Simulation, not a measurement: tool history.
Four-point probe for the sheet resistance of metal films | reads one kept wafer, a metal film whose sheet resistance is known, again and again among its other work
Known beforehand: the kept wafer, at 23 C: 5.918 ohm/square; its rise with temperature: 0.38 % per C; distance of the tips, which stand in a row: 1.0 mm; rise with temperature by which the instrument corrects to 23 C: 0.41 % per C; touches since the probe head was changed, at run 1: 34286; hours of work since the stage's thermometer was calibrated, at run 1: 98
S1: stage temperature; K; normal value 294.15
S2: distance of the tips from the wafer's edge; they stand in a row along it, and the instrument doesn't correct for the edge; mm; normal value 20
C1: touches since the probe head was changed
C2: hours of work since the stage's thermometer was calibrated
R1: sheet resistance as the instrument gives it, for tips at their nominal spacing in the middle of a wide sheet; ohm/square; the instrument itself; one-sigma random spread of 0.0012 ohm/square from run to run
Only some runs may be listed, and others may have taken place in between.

{"run": 1, "hour": 0.0, "S1": 294.15, "S2": 20, "C1": 34286, "C2": 98, "R1": 5.930199}
{"run": 2, "hour": 31.6, "S1": 294.15, "S2": 20, "C1": 35530, "C2": 120, "R1": 5.928188}
{"run": 3, "hour": 54.6, "S1": 294.15, "S2": 20, "C1": 36435, "C2": 135, "R1": 5.927964}
{"run": 4, "hour": 80.9, "S1": 292.15, "S2": 20, "C1": 37469, "C2": 153, "R1": 5.931269}
{"run": 5, "hour": 112.0, "S1": 294.15, "S2": 17, "C1": 38691, "C2": 175, "R1": 5.93337}
{"run": 6, "hour": 139.2, "S1": 294.15, "S2": 17, "C1": 39761, "C2": 193, "R1": 5.932295}
{"run": 7, "hour": 165.1, "S1": 296.15, "S2": 17, "C1": 40778, "C2": 211, "R1": 5.927025}
{"run": 8, "hour": 180.1, "S1": 294.15, "S2": 14, "C1": 41369, "C2": 221, "R1": 5.938476}
{"run": 9, "hour": 196.6, "S1": 294.15, "S2": 14, "C1": 42018, "C2": 232, "R1": 5.938925}
{"run": 10, "hour": 222.7, "S1": 294.15, "S2": 14, "C1": 43045, "C2": 250, "R1": 5.940233}
{"run": 11, "hour": 251.0, "S1": 294.15, "S2": 20, "C1": 44158, "C2": 270, "R1": 5.929679}
{"run": 12, "hour": 281.3, "S1": 294.15, "S2": 20, "C1": 45350, "C2": 290, "R1": 5.928753}
{"run": 13, "hour": 305.2, "S1": 294.15, "S2": 20, "C1": 46287, "C2": 307, "R1": 5.932256}
{"run": 14, "hour": 320.9, "S1": 294.15, "S2": 20, "C1": 46907, "C2": 317, "R1": 5.926673}
{"run": 15, "hour": 336.0, "S1": 294.15, "S2": 20, "C1": 47501, "C2": 328, "R1": 5.928502}
{"run": 16, "hour": 355.5, "S1": 294.15, "S2": 20, "C1": 48266, "C2": 341, "R1": 5.92857}
{"run": 17, "hour": 382.4, "S1": 294.15, "S2": 20, "C1": 49323, "C2": 359, "R1": 5.929816}
{"run": 18, "hour": 415.2, "S1": 294.15, "S2": 20, "C1": 50616, "C2": 382, "R1": 5.930901}
{"run": 19, "hour": 436.3, "S1": 304.15, "S2": 20, "C1": 51447, "C2": 396, "R1": 5.913053}
{"run": 20, "hour": 453.6, "S1": 294.15, "S2": 20, "C1": 52125, "C2": 408, "R1": 5.929844}
{"run": 21, "hour": 471.9, "S1": 294.15, "S2": 20, "C1": 52847, "C2": 421, "R1": 5.929253}
{"run": 22, "hour": 487.2, "S1": 294.15, "S2": 7, "C1": 53447, "C2": 431, "R1": 5.988859}
{"run": 23, "hour": 509.6, "S1": 294.15, "S2": 7, "C1": 54328, "C2": 446, "R1": 5.983828}
{"run": 24, "hour": 537.2, "S1": 294.15, "S2": 32, "C1": 55413, "C2": 465, "R1": 5.92505}
{"run": 25, "hour": 553.2, "S1": 305.15, "S2": 11, "C1": 56042, "C2": 476, "R1": 5.927416}
{"run": 26, "hour": 571.4, "S1": 305.15, "S2": 11, "C1": 56759, "C2": 489, "R1": 5.928532}
{"run": 27, "hour": 604.8, "S1": 298.15, "S2": 21, "C1": 58072, "C2": 512, "R1": 5.919933}
{"run": 28, "hour": 623.3, "S1": 298.15, "S2": 21, "C1": 58800, "C2": 524, "R1": 5.923907}
{"run": 29, "hour": 649.1, "S1": 295.15, "S2": 17, "C1": 59814, "C2": 542, "R1": 5.932625}
{"run": 30, "hour": 675.5, "S1": 296.15, "S2": 19, "C1": 60854, "C2": 560, "R1": 5.925778}
{"run": 31, "hour": 691.2, "S1": 296.15, "S2": 19, "C1": 61469, "C2": 571, "R1": 5.925102}
{"run": 32, "hour": 705.3, "S1": 300.15, "S2": 7, "C1": 62024, "C2": 580, "R1": 5.977823}
{"run": 33, "hour": 730.5, "S1": 300.15, "S2": 63, "C1": 63015, "C2": 597, "R1": 5.913512}
{"run": 34, "hour": 762.3, "S1": 306.15, "S2": 62, "C1": 64266, "C2": 619, "R1": 5.903029}
{"run": 35, "hour": 787.1, "S1": 304.15, "S2": 10, "C1": 65243, "C2": 636, "R1": 5.938511}
{"run": 36, "hour": 813.6, "S1": 297.15, "S2": 8, "C1": 66286, "C2": 654, "R1": 5.967488}
{"run": 37, "hour": 833.6, "S1": 294.15, "S2": 4, "C1": 67069, "C2": 668, "R1": 6.11398}
{"run": 38, "hour": 855.4, "S1": 300.15, "S2": 71, "C1": 67928, "C2": 683, "R1": 5.913061}
{"run": 39, "hour": 880.5, "S1": 300.15, "S2": 71, "C1": 68917, "C2": 700, "R1": 5.910047}
{"run": 40, "hour": 894.2, "S1": 306.15, "S2": 28, "C1": 69455, "C2": 709, "R1": 5.907982}
{"run": 41, "hour": 926.6, "S1": 301.15, "S2": 28, "C1": 70728, "C2": 732, "R1": 5.914827}
{"run": 42, "hour": 944.9, "S1": 307.15, "S2": 13, "C1": 71450, "C2": 744, "R1": 5.919827}
{"run": 43, "hour": 970.0, "S1": 301.15, "S2": 34, "C1": 72436, "C2": 761, "R1": 5.912344}
{"run": 44, "hour": 991.1, "S1": 296.15, "S2": 32, "C1": 73264, "C2": 776, "R1": 5.919148}

Predict each of these 3 candidate next runs independently; none follows another, all start after run 44:
{"run": "A", "hour": 1015.5, "S1": 301.15, "S2": 12, "C1": 74227, "C2": 792, "R1": "?"}
{"run": "B", "hour": 1015.5, "S1": 296.15, "S2": 69, "C1": 74227, "C2": 792, "R1": "?"}
{"run": "C", "hour": 1015.5, "S1": 301.15, "S2": 5, "C1": 74227, "C2": 792, "R1": "?"}

run=A R1=5.930815
run=B R1=5.918718
run=C R1=6.033031
Take away the tool's hidden state, keep each run's random variation, and the runs would have read:
run=A R1=5.930736
run=B R1=5.918638
run=C R1=6.032951

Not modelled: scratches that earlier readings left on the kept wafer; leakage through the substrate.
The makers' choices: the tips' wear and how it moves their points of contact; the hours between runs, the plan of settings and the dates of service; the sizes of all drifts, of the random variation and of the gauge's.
